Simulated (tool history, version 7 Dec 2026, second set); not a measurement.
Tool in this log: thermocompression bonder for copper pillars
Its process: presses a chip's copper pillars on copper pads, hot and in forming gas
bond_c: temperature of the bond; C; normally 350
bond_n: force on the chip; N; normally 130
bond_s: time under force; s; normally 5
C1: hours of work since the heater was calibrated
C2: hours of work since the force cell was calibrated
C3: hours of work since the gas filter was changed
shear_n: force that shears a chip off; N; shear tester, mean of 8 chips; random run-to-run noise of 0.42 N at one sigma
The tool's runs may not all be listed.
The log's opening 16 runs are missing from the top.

Run 17, hour 363.2: usual settings but bond_s 3 s; C1 671; C2 295; C3 37. Result: shear_n 25.1 N.
Run 18, hour 377.5: usual settings but bond_s 3 s; C1 678; C2 302; C3 45. Result: shear_n 25.1 N.
Run 19, hour 409.7: usual settings; C1 694; C2 318; C3 61. Result: shear_n 30.8 N.
Run 20, hour 442.4: usual settings; C1 710; C2 334; C3 77. Result: shear_n 31.2 N.
Run 21, hour 470.3: usual settings but bond_c 347 C, bond_n 135 N; C1 724; C2 348; C3 91. Result: shear_n 30.5 N.
Run 22, hour 498.6: usual settings but bond_c 339 C, bond_n 85 N, bond_s 6 s; C1 738; C2 363; C3 105. Result: shear_n 23 N.
Run 23, hour 526.7: usual settings but bond_c 339 C, bond_n 85 N, bond_s 6 s; C1 752; C2 377; C3 119. Result: shear_n 23.6 N.
Run 24, hour 541.1: usual settings but bond_c 333 C, bond_s 4 s; C1 760; C2 384; C3 126. Result: shear_n 22.6 N.
Run 25, hour 562.1: usual settings but bond_n 105 N, bond_s 14 s; C1 770; C2 394; C3 137. Result: shear_n 40.1 N.
Run 26, hour 594.9: usual settings but bond_n 105 N, bond_s 14 s; C1 786; C2 411; C3 153. Result: shear_n 40.1 N.
Run 27, hour 624.8: usual settings but bond_c 351 C, bond_n 189 N, bond_s 3 s; C1 801; C2 426; C3 168. Result: shear_n 30.3 N.
Run 28, hour 650.9: usual settings but bond_c 351 C, bond_n 189 N, bond_s 3 s; C1 814; C2 439; C3 181. Result: shear_n 30.6 N.
Run 29, hour 674.6: usual settings but bond_n 118 N, bond_s 15 s; C1 826; C2 450; C3 193. Result: shear_n 42.2 N.
Run 30, hour 692.2: usual settings but bond_c 331 C, bond_n 186 N, bond_s 8 s; C1 835; C2 459; C3 202. Result: shear_n 34.8 N.
Run 31, hour 714.1: usual settings but bond_c 331 C, bond_n 186 N, bond_s 8 s; C1 846; C2 470; C3 213. Result: shear_n 34.6 N.
Run 32, hour 736.7: usual settings but bond_c 331 C, bond_n 186 N, bond_s 8 s; C1 857; C2 481; C3 224. Result: shear_n 34.8 N.
Run 33, hour 763.8: usual settings but bond_c 331 C, bond_n 186 N, bond_s 8 s; C1 871; C2 495; C3 237. Result: shear_n 33.8 N.
Run 34, hour 784.3: usual settings but bond_c 331 C, bond_n 186 N, bond_s 8 s; C1 881; C2 505; C3 248. Result: shear_n 34.1 N.
At hour 804.6: forming gas filter changed.
Run 35, hour 809: usual settings but bond_c 352 C, bond_n 186 N, bond_s 4 s; C1 893; C2 517; C3 2. Result: shear_n 35.1 N.
Run 36, hour 836.8: usual settings but bond_c 352 C, bond_n 108 N, bond_s 4 s; C1 907; C2 531; C3 16. Result: shear_n 25.7 N.
Run 37, hour 854.3: usual settings but bond_c 349 C, bond_n 108 N, bond_s 4 s; C1 916; C2 540; C3 25. Result: shear_n 25.2 N.
Run 38, hour 876: usual settings but bond_c 349 C, bond_n 108 N, bond_s 4 s; C1 927; C2 551; C3 36. Result: shear_n 24.5 N.
Run 39, hour 901.1: usual settings but bond_c 336 C, bond_n 136 N, bond_s 3 s; C1 939; C2 563; C3 48. Result: shear_n 21.2 N.
Run 40, hour 931.3: usual settings but bond_s 4 s; C1 954; C2 578; C3 63. Result: shear_n 28.4 N.

Each row is a separate what-if for the run after 40, all from the same tool condition, not one after another. Results?
Run A, hour 957.6: usual settings but bond_c 321 C; C1 967; C2 591; C3 76. Result: shear_n ?.
Run B, hour 957.6: usual settings but bond_n 92 N, bond_s 4 s; C1 967; C2 591; C3 76. Result: shear_n ?.
Run C, hour 957.6: usual settings but bond_c 380 C, bond_n 104 N; C1 967; C2 591; C3 76. Result: shear_n ?.
Run D, hour 957.6: usual settings but bond_c 342 C; C1 967; C2 591; C3 76. Result: shear_n ?.

run  shear_n
  A     20.2
  B     22.9
  C       37
  D     27.6
With the hidden condition removed and each run's random variation left untouched, the same runs would have given:
run  shear_n
  A     22.9
  B     25.6
  C     40.4
  D     30.8

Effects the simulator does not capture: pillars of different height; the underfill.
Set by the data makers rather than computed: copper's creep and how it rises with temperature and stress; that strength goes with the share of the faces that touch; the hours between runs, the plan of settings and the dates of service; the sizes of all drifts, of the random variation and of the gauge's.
